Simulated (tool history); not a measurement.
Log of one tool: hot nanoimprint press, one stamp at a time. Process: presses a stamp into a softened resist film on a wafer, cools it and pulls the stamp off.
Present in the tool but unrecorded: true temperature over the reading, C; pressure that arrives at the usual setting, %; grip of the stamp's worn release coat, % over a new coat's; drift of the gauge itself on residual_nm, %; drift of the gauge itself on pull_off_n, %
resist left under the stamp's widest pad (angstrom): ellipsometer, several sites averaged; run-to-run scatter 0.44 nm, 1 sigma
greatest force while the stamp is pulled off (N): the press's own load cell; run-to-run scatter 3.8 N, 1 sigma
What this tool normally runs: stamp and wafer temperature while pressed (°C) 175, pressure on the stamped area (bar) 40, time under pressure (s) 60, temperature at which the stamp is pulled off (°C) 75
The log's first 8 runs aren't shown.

run,hour,stamp and wafer temperature while pressed (°C),pressure on the stamped area (bar),time under pressure (s),temperature at which the stamp is pulled off (°C),hours of work since the thermocouple was calibrated,imprints on the stamp's release coat,hours of work since the press's seals were changed,resist left under the stamp's widest pad (angstrom),greatest force while the stamp is pulled off (N)
9,78.7,175,40,60,75,179,79,170,988,188
10,89.3,175,40,119,75,183,113,174,736,190
11,100.9,175,40,60,75,188,151,179,993,188
12,112.8,175,40,60,75,193,190,184,988,188
13,118.1,175,40,60,75,195,207,186,995,186
14,124,175,40,60,75,197,226,188,988,187
15,130.6,175,40,60,75,200,248,191,986,192
16,139.5,175,40,60,75,203,276,195,989,190
17,150.3,175,37.7,82,65,208,312,199,891,239
# hour 154: plate thermocouple calibrated
18,164.6,175,37.7,82,65,4,348,204,889,232
19,170.3,175,40,60,83,7,367,206,984,160
20,182.1,175,25.8,43,75,11,405,211,1338,196
21,187.8,175,25.8,43,75,14,424,213,1339,190
# hour 195: plate thermocouple calibrated, once more
22,198.1,174,39.9,64,76,1,447,216,1029,191
23,204.2,175,42.4,64,76,4,467,219,956,193
24,211.2,171,25.3,113,72,7,490,222,1133,216
25,219.7,173,40,107,83,10,518,225,865,165
26,228,173,40,107,83,13,545,228,872,163
27,235.6,173,40,107,83,17,569,231,864,166
28,246,173,40,107,83,21,603,236,863,174
29,255.1,175,40,92,70,24,632,239,854,228
30,261.1,164,40,86,66,27,652,242,1366,246

Here are 3 independent what-if runs from the current tool condition. What would each one return?
A,269.9,166,40,84,68,30,681,245,?,?
B,269.9,172,28.5,53,75,30,681,245,?,?
C,269.9,175,40,72,77,30,681,245,?,?

run,resist left under the stamp's widest pad (angstrom),greatest force while the stamp is pulled off (N)
A,1270,235
B,1363,207
C,937,203
Without the tool's unlogged condition, the same runs would have read:
run,resist left under the stamp's widest pad (angstrom),greatest force while the stamp is pulled off (N)
A,1260,207
B,1356,182
C,929,179
